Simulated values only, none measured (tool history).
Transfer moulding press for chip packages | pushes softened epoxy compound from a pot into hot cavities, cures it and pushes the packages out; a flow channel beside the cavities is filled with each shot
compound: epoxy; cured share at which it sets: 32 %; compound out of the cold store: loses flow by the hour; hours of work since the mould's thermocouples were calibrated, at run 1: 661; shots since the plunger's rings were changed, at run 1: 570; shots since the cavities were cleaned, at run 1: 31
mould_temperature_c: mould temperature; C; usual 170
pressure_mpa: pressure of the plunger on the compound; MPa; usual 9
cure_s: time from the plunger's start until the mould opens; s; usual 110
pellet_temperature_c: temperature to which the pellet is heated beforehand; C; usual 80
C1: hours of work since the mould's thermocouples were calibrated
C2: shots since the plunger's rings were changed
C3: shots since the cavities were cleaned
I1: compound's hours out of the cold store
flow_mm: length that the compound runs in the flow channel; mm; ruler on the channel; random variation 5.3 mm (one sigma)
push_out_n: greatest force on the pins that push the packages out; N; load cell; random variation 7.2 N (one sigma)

{"run": 1, "day": 0.0, "mould_temperature_c": 170, "pressure_mpa": 9, "cure_s": 110, "pellet_temperature_c": 80, "C1": 661, "C2": 570, "C3": 31, "I1": 25.3, "flow_mm": 927, "push_out_n": 306}
{"day": 0.538, "done": "mould's thermocouples calibrated"}
{"day": 1.929, "done": "cavities cleaned with cleaning compound and waxed"}
{"run": 2, "day": 1.95, "mould_temperature_c": 170, "pressure_mpa": 9.44, "cure_s": 110, "pellet_temperature_c": 80, "C1": 19, "C2": 992, "C3": 5, "I1": 24.6, "flow_mm": 938, "push_out_n": 310}
{"day": 3.871, "done": "cavities cleaned with cleaning compound and waxed"}
{"run": 3, "day": 4.254, "mould_temperature_c": 170, "pressure_mpa": 9, "cure_s": 110, "pellet_temperature_c": 80, "C1": 51, "C2": 1516, "C3": 90, "I1": 21.3, "flow_mm": 949, "push_out_n": 312}
{"day": 5.788, "done": "cavities cleaned with cleaning compound and waxed"}
{"run": 4, "day": 5.996, "mould_temperature_c": 163, "pressure_mpa": 9, "cure_s": 110, "pellet_temperature_c": 80, "C1": 74, "C2": 1909, "C3": 49, "I1": 32.5, "flow_mm": 921, "push_out_n": 458}
{"run": 5, "day": 6.908, "mould_temperature_c": 170, "pressure_mpa": 9, "cure_s": 110, "pellet_temperature_c": 80, "C1": 87, "C2": 2123, "C3": 263, "I1": 29.9, "flow_mm": 897, "push_out_n": 310}
{"day": 7.867, "done": "cavities cleaned with cleaning compound and waxed"}
{"run": 6, "day": 8.162, "mould_temperature_c": 170, "pressure_mpa": 9, "cure_s": 110, "pellet_temperature_c": 80, "C1": 104, "C2": 2401, "C3": 69, "I1": 33.6, "flow_mm": 888, "push_out_n": 299}
{"day": 9.267, "done": "plunger's sealing rings changed"}
{"day": 9.912, "done": "cavities cleaned with cleaning compound and waxed"}
{"run": 7, "day": 10.442, "mould_temperature_c": 170, "pressure_mpa": 9, "cure_s": 110, "pellet_temperature_c": 80, "C1": 134, "C2": 260, "C3": 124, "I1": 26.7, "flow_mm": 919, "push_out_n": 301}
{"day": 11.838, "done": "cavities cleaned with cleaning compound and waxed"}
{"run": 8, "day": 12.071, "mould_temperature_c": 170, "pressure_mpa": 9, "cure_s": 110, "pellet_temperature_c": 80, "C1": 156, "C2": 627, "C3": 55, "I1": 11.3, "flow_mm": 1007, "push_out_n": 320}
{"day": 13.792, "done": "cavities cleaned with cleaning compound and waxed"}
{"run": 9, "day": 14.254, "mould_temperature_c": 170, "pressure_mpa": 9, "cure_s": 110, "pellet_temperature_c": 80, "C1": 186, "C2": 1123, "C3": 108, "I1": 45.3, "flow_mm": 829, "push_out_n": 294}
{"run": 10, "day": 15.375, "mould_temperature_c": 170, "pressure_mpa": 9, "cure_s": 110, "pellet_temperature_c": 80, "C1": 202, "C2": 1385, "C3": 370, "I1": 38.3, "flow_mm": 862, "push_out_n": 308}
{"day": 15.833, "done": "cavities cleaned with cleaning compound and waxed"}
{"run": 11, "day": 16.346, "mould_temperature_c": 173, "pressure_mpa": 9, "cure_s": 110, "pellet_temperature_c": 80, "C1": 214, "C2": 1598, "C3": 120, "I1": 25.7, "flow_mm": 917, "push_out_n": 278}
{"day": 17.821, "done": "cavities cleaned with cleaning compound and waxed"}
{"run": 12, "day": 18.433, "mould_temperature_c": 173, "pressure_mpa": 7.6, "cure_s": 110, "pellet_temperature_c": 80, "C1": 243, "C2": 2071, "C3": 143, "I1": 47.7, "flow_mm": 740, "push_out_n": 280}
{"day": 19.867, "done": "cavities cleaned with cleaning compound and waxed"}
{"run": 13, "day": 20.692, "mould_temperature_c": 170, "pressure_mpa": 9, "cure_s": 110, "pellet_temperature_c": 80, "C1": 274, "C2": 2585, "C3": 193, "I1": 45.7, "flow_mm": 829, "push_out_n": 303}
{"day": 21.025, "done": "plunger's sealing rings changed"}
{"day": 21.896, "done": "cavities cleaned with cleaning compound and waxed"}
{"run": 14, "day": 21.896, "mould_temperature_c": 170, "pressure_mpa": 9, "cure_s": 110, "pellet_temperature_c": 72, "C1": 289, "C2": 189, "C3": 0, "I1": 42.1, "flow_mm": 844, "push_out_n": 309}
{"run": 15, "day": 23.15, "mould_temperature_c": 165, "pressure_mpa": 7.15, "cure_s": 142, "pellet_temperature_c": 80, "C1": 306, "C2": 483, "C3": 294, "I1": 13.6, "flow_mm": 906, "push_out_n": 290}
{"day": 23.808, "done": "cavities cleaned with cleaning compound and waxed"}
{"run": 16, "day": 24.462, "mould_temperature_c": 165, "pressure_mpa": 8.55, "cure_s": 147, "pellet_temperature_c": 88, "C1": 324, "C2": 775, "C3": 153, "I1": 30, "flow_mm": 903, "push_out_n": 291}
{"day": 25.746, "done": "cavities cleaned with cleaning compound and waxed"}
{"run": 17, "day": 26.238, "mould_temperature_c": 175, "pressure_mpa": 8.26, "cure_s": 110, "pellet_temperature_c": 83, "C1": 348, "C2": 1177, "C3": 115, "I1": 32.9, "flow_mm": 838, "push_out_n": 281}
{"run": 18, "day": 27.179, "mould_temperature_c": 165, "pressure_mpa": 8.26, "cure_s": 116, "pellet_temperature_c": 83, "C1": 361, "C2": 1397, "C3": 335, "I1": 32.2, "flow_mm": 875, "push_out_n": 351}
{"day": 27.767, "done": "cavities cleaned with cleaning compound and waxed"}
{"run": 19, "day": 29.183, "mould_temperature_c": 165, "pressure_mpa": 8.26, "cure_s": 116, "pellet_temperature_c": 83, "C1": 389, "C2": 1852, "C3": 332, "I1": 23.5, "flow_mm": 938, "push_out_n": 359}
{"day": 29.721, "done": "cavities cleaned with cleaning compound and waxed"}
{"run": 20, "day": 31.488, "mould_temperature_c": 165, "pressure_mpa": 9.64, "cure_s": 93, "pellet_temperature_c": 83, "C1": 420, "C2": 2376, "C3": 414, "I1": 16.2, "flow_mm": 1032, "push_out_n": 576}
{"day": 31.692, "done": "cavities cleaned with cleaning compound and waxed"}
{"day": 32.846, "done": "plunger's sealing rings changed"}
{"run": 21, "day": 33.392, "mould_temperature_c": 165, "pressure_mpa": 9.64, "cure_s": 93, "pellet_temperature_c": 83, "C1": 445, "C2": 128, "C3": 373, "I1": 33, "flow_mm": 940, "push_out_n": 538}
{"day": 33.883, "done": "cavities cleaned with cleaning compound and waxed"}
{"run": 22, "day": 34.892, "mould_temperature_c": 175, "pressure_mpa": 8.06, "cure_s": 105, "pellet_temperature_c": 73, "C1": 465, "C2": 465, "C3": 237, "I1": 35.9, "flow_mm": 814, "push_out_n": 280}
{"day": 35.896, "done": "cavities cleaned with cleaning compound and waxed"}
{"run": 23, "day": 36.046, "mould_temperature_c": 170, "pressure_mpa": 8.01, "cure_s": 110, "pellet_temperature_c": 76, "C1": 480, "C2": 720, "C3": 35, "I1": 26.7, "flow_mm": 874, "push_out_n": 303}
{"day": 37.833, "done": "cavities cleaned with cleaning compound and waxed"}
{"run": 24, "day": 37.833, "mould_temperature_c": 168, "pressure_mpa": 8.01, "cure_s": 130, "pellet_temperature_c": 76, "C1": 505, "C2": 1123, "C3": 0, "I1": 21.2, "flow_mm": 909, "push_out_n": 290}
{"run": 25, "day": 39.458, "mould_temperature_c": 168, "pressure_mpa": 7.63, "cure_s": 130, "pellet_temperature_c": 76, "C1": 528, "C2": 1504, "C3": 381, "I1": 38.7, "flow_mm": 795, "push_out_n": 273}
{"day": 39.812, "done": "cavities cleaned with cleaning compound and waxed"}
{"run": 26, "day": 41.188, "mould_temperature_c": 170, "pressure_mpa": 10.82, "cure_s": 121, "pellet_temperature_c": 80, "C1": 551, "C2": 1894, "C3": 322, "I1": 24.9, "flow_mm": 1031, "push_out_n": 274}

Forecast each of these 4 alternatives for the next run:
{"day": 41.775, "done": "cavities cleaned with cleaning compound and waxed"}
{"run": "A", "day": 42.492, "mould_temperature_c": 170, "pressure_mpa": 10.82, "cure_s": 94, "pellet_temperature_c": 80, "C1": 569, "C2": 2184, "C3": 167, "I1": 15.9, "flow_mm": "?", "push_out_n": "?"}
{"day": 41.775, "done": "cavities cleaned with cleaning compound and waxed"}
{"run": "B", "day": 42.492, "mould_temperature_c": 170, "pressure_mpa": 10.33, "cure_s": 121, "pellet_temperature_c": 73, "C1": 569, "C2": 2184, "C3": 167, "I1": 44.8, "flow_mm": "?", "push_out_n": "?"}
{"day": 41.775, "done": "cavities cleaned with cleaning compound and waxed"}
{"run": "C", "day": 42.492, "mould_temperature_c": 170, "pressure_mpa": 10.62, "cure_s": 94, "pellet_temperature_c": 81, "C1": 569, "C2": 2184, "C3": 167, "I1": 39.2, "flow_mm": "?", "push_out_n": "?"}
{"day": 41.775, "done": "cavities cleaned with cleaning compound and waxed"}
{"run": "D", "day": 42.492, "mould_temperature_c": 170, "pressure_mpa": 10.82, "cure_s": 145, "pellet_temperature_c": 73, "C1": 569, "C2": 2184, "C3": 167, "I1": 17.6, "flow_mm": "?", "push_out_n": "?"}

run=A flow_mm=1075 push_out_n=379
run=B flow_mm=894 push_out_n=279
run=C flow_mm=928 push_out_n=349
run=D flow_mm=1047 push_out_n=276
Without the tool's hidden state the same runs would have given:
run=A flow_mm=1077 push_out_n=377
run=B flow_mm=895 push_out_n=277
run=C flow_mm=929 push_out_n=347
run=D flow_mm=1048 push_out_n=274

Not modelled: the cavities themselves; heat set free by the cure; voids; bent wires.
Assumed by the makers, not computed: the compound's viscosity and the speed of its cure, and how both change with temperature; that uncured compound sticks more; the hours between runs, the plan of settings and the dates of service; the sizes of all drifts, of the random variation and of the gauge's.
